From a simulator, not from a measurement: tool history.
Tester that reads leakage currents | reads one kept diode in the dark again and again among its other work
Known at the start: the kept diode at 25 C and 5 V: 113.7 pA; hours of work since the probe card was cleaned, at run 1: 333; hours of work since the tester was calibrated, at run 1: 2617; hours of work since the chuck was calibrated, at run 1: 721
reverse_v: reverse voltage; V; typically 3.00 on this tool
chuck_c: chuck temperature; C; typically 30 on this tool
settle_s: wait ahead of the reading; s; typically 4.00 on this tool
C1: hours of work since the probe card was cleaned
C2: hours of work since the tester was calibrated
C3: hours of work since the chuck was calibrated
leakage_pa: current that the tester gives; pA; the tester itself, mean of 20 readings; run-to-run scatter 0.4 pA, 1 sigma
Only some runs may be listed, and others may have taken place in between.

Run 1, hour 0.0: usual settings; C1 333; C2 2617; C3 721. Result: leakage_pa 130.12 pA.
Run 2, hour 263.9: usual settings but settle_s 0.75 s; C1 479; C2 2763; C3 867. Result: leakage_pa 131.74 pA.
Run 3, hour 420.3: usual settings but settle_s 0.75 s; C1 565; C2 2850; C3 953. Result: leakage_pa 132.72 pA.
Run 4, hour 560.7: usual settings but settle_s 0.51 s; C1 643; C2 2927; C3 1031. Result: leakage_pa 133.30 pA.
Run 5, hour 830.1: usual settings but settle_s 0.51 s; C1 792; C2 3076; C3 1180. Result: leakage_pa 134.56 pA.
Run 6, hour 968.2: usual settings but settle_s 0.51 s; C1 868; C2 3152; C3 1256. Result: leakage_pa 133.76 pA.
At hour 987.2: chuck's temperature calibrated.
Run 7, hour 1184.8: usual settings but settle_s 0.51 s; C1 987; C2 3271; C3 109. Result: leakage_pa 140.25 pA.
At hour 1200.7: tester calibrated.
At hour 1353.9: probe card cleaned and baked.
Run 8, hour 1415.4: usual settings but chuck_c 23 C; C1 34; C2 117; C3 234. Result: leakage_pa 73.92 pA.
Run 9, hour 1555.3: usual settings but chuck_c 23 C; C1 111; C2 194; C3 311. Result: leakage_pa 74.56 pA.
At hour 1714.2: tester calibrated, once more.
Run 10, hour 1826.6: usual settings but chuck_c 23 C; C1 260; C2 62; C3 460. Result: leakage_pa 75.74 pA.
Run 11, hour 2082.1: usual settings but reverse_v 3.92 V, chuck_c 48 C; C1 401; C2 203; C3 601. Result: leakage_pa 579.62 pA.
Run 12, hour 2214.5: usual settings but reverse_v 3.92 V, chuck_c 48 C; C1 474; C2 276; C3 674. Result: leakage_pa 575.27 pA.
Run 13, hour 2415.3: usual settings but reverse_v 1.03 V, chuck_c 48 C, settle_s 0.43 s; C1 585; C2 387; C3 785. Result: leakage_pa 304.66 pA.
Run 14, hour 2567.6: usual settings but reverse_v 1.03 V, chuck_c 48 C, settle_s 0.43 s; C1 670; C2 472; C3 870. Result: leakage_pa 301.19 pA.
Run 15, hour 2828.3: usual settings but reverse_v 1.03 V, chuck_c 48 C, settle_s 0.43 s; C1 814; C2 616; C3 1014. Result: leakage_pa 300.87 pA.
Run 16, hour 3037.2: usual settings but reverse_v 1.03 V, chuck_c 20 C, settle_s 0.62 s; C1 929; C2 731; C3 1129. Result: leakage_pa 35.65 pA.
Run 17, hour 3171.3: usual settings but reverse_v 1.03 V, chuck_c 20 C, settle_s 0.62 s; C1 1003; C2 805; C3 1203. Result: leakage_pa 35.86 pA.
At hour 3271.1: chuck's temperature calibrated.
At hour 3314.7: probe card cleaned and baked.
Run 18, hour 3362.0: usual settings but reverse_v 1.03 V, chuck_c 51 C, settle_s 9.64 s; C1 26; C2 908; C3 49. Result: leakage_pa 386.31 pA.
Run 19, hour 3618.4: usual settings but reverse_v 6.67 V, chuck_c 36 C, settle_s 1.27 s; C1 168; C2 1050; C3 190. Result: leakage_pa 317.88 pA.

Branching from run 19: 3 alternative next runs. What would each branch give?
Run A, hour 3811.1: usual settings but reverse_v 1.16 V, chuck_c 36 C, settle_s 1.27 s; C1 274; C2 1156; C3 297. Result: leakage_pa ?.
Run B, hour 3811.1: usual settings but reverse_v 1.81 V, chuck_c 36 C, settle_s 1.27 s; C1 274; C2 1156; C3 297. Result: leakage_pa ?.
Run C, hour 3811.1: usual settings but reverse_v 6.67 V, chuck_c 36 C, settle_s 0.76 s; C1 274; C2 1156; C3 297. Result: leakage_pa ?.

run  leakage_pa
  A      136.10
  B      168.94
  C      319.70
With the hidden condition removed and each run's random variation left untouched, the same runs would have given:
run  leakage_pa
  A      135.90
  B      168.45
  C      316.70

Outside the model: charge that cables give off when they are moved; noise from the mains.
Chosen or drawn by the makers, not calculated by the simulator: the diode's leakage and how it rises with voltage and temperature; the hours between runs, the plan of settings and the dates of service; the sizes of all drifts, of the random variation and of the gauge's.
